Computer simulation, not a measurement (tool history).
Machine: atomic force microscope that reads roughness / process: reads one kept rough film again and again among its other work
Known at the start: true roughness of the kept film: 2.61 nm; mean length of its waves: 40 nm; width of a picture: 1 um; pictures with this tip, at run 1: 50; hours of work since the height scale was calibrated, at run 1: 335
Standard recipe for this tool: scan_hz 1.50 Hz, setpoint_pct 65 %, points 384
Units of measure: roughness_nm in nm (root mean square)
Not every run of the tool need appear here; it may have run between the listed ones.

run   hour  scan_hz  setpoint_pct  points  pictures with this tip  hours of work since the height scale was calibrated  roughness_nm
  1    0.0     1.50            65     384                      50                                                  335         2.219
  2   23.1     1.50            65     719                      94                                                  350         2.169
  3   37.6     1.50            65     719                     122                                                  359         2.135
      59.0  -- new tip fitted
  4   61.6     1.50            65     719                       5                                                  374         2.311
  5   89.8     1.50            65     384                      59                                                  393         2.201
  6  123.2     1.50            65     384                     124                                                  414         2.116
     144.2  -- new tip fitted
  7  149.3     1.50            65     384                      10                                                  431         2.298
  8  182.2     1.50            65     384                      74                                                  452         2.161
     185.2  -- height scale calibrated on a step standard
  9  202.2     1.50            65     384                     110                                                   11         2.115
     231.5  -- new tip fitted
 10  237.2     1.50            65     384                      11                                                   33         2.275
 11  262.6     1.57            63     384                      60                                                   50         2.214
 12  277.2     1.68            80     384                      88                                                   59         1.939
 13  296.3     1.50            65     744                     125                                                   72         2.090
     317.7  -- new tip fitted
 14  327.1     1.50            65     744                      18                                                   92         2.277
     336.8  -- height scale calibrated on a step standard, once more
 15  344.3     1.91            61     768                      49                                                    5         2.227
 16  374.0     1.91            61     768                     107                                                   24         2.162
 17  388.1     0.65            61     911                     134                                                   33         2.209
     404.4  -- new tip fitted
 18  404.4     0.51            84     429                       0                                                   44         2.319
 19  438.8     0.51            84     429                      66                                                   66         2.225
 20  466.3     0.57            61     786                     119                                                   84         2.230

Predict each of these 4 candidate next runs independently; none follows another, all start after run 20:
     490.7  -- new tip fitted
  A  498.0     1.73            88     786                      14                                                  104             ?
     490.7  -- new tip fitted
  B  498.0     3.01            85     384                      14                                                  104             ?
     490.7  -- new tip fitted
  C  498.0     0.55            61     786                      14                                                  104             ?
     490.7  -- new tip fitted
  D  498.0     3.46            65     774                      14                                                  104             ?

run  roughness_nm
  A         1.924
  B         1.750
  C         2.400
  D         2.124
Without the tool's unlogged condition, the same runs would have read:
run  roughness_nm
  A         1.946
  B         1.770
  C         2.428
  D         2.149
